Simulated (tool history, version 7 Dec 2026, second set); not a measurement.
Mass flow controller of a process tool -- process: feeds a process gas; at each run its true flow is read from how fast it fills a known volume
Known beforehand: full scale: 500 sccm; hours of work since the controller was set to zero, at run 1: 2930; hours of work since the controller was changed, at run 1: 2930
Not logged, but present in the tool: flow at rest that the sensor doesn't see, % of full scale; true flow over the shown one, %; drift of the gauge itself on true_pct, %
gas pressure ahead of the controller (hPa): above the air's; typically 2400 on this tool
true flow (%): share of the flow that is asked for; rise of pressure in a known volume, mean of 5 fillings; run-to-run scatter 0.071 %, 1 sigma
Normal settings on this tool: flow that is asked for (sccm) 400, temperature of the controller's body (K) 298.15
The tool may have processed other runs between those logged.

run	day	flow that is asked for (sccm)	gas pressure ahead of the controller (hPa)	temperature of the controller's body (K)	hours of work since the controller was set to zero	hours of work since the controller was changed	true flow (%)
1	0.000	400	2400	298.15	2930	2930	99.52
2	8.271	400	2400	298.15	3038	3038	99.46
3	18.583	400	2400	298.15	3173	3173	99.59
4	29.958	400	2400	298.15	3322	3322	99.43
5	40.708	400	2400	298.15	3463	3463	99.60
6	50.950	400	2400	298.15	3597	3597	99.78
7	58.883	345	2400	298.15	3701	3701	99.43
8	65.483	345	2400	298.15	3788	3788	99.55
9	76.208	345	2400	298.15	3928	3928	99.56
10	82.762	345	2400	298.15	4014	4014	99.56
11	91.408	345	2400	298.15	4127	4127	99.63
12	99.512	400	2400	294.15	4234	4234	100.19
13	104.304	400	2400	294.15	4296	4296	100.22
14	109.271	215	2400	294.15	4362	4362	99.12
15	117.158	400	2400	303.15	4465	4465	99.86
# day 122.200: gauge calibrated
16	124.058	400	2400	303.15	4555	4555	99.03
17	132.438	400	2400	303.15	4665	4665	99.14
18	141.796	400	2400	303.15	4788	4788	99.17
19	146.921	400	2400	303.15	4855	4855	99.12
20	152.892	400	2400	303.15	4933	4933	99.40
21	161.171	400	2270	298.15	5042	5042	99.58
22	170.429	400	2270	298.15	5163	5163	99.70
23	178.879	400	2270	298.15	5274	5274	99.83
24	189.412	400	2060	298.15	5412	5412	99.65
25	199.500	400	2060	298.15	5544	5544	99.79
26	204.400	77	1870	295.15	5608	5608	97.68
27	215.392	150	1870	295.15	5752	5752	98.26
28	222.704	400	1960	298.15	5848	5848	99.96
29	232.846	400	1530	298.15	5981	5981	99.83
30	241.533	400	2400	303.15	6095	6095	99.80
31	252.900	276	1440	298.15	6244	6244	99.02
32	263.829	400	1610	298.15	6387	6387	100.04
# day 266.129: controller exchanged for a calibrated one
33	272.467	400	1610	298.15	83	83	100.15
34	283.725	92	1470	298.15	231	231	97.99
35	291.071	462	2400	296.15	327	327	100.97
36	299.742	398	2440	307.15	440	440	99.97
37	308.862	415	1740	313.15	560	560	99.56
38	316.421	415	1740	313.15	659	659	99.56
39	322.192	415	1740	313.15	735	735	99.57
40	327.704	432	1540	297.15	807	807	100.50
41	333.500	432	1540	297.15	883	883	100.58
42	342.283	50	1460	294.15	998	998	98.28
# day 347.558: gauge calibrated
43	350.242	197	2190	293.15	1102	1102	98.29
44	358.300	197	2190	293.15	1208	1208	98.28
45	365.538	197	2190	293.15	1303	1303	98.48
46	373.758	197	2190	293.15	1410	1410	98.43
47	380.921	197	2630	293.15	1504	1504	98.68
48	390.858	197	2630	293.15	1634	1634	98.65

3 ways to go on from here, each from the tool as it stands after run 48. What would each give?
A	399.292	310	2000	308.15	1745	1745	?
B	399.292	197	2630	300.15	1745	1745	?
C	399.292	73	2630	293.15	1745	1745	?

run	true flow (%)
A	98.34
B	98.40
C	97.90
With no hidden state in the tool, these same runs would have given:
run	true flow (%)
A	98.04
B	98.11
C	97.62
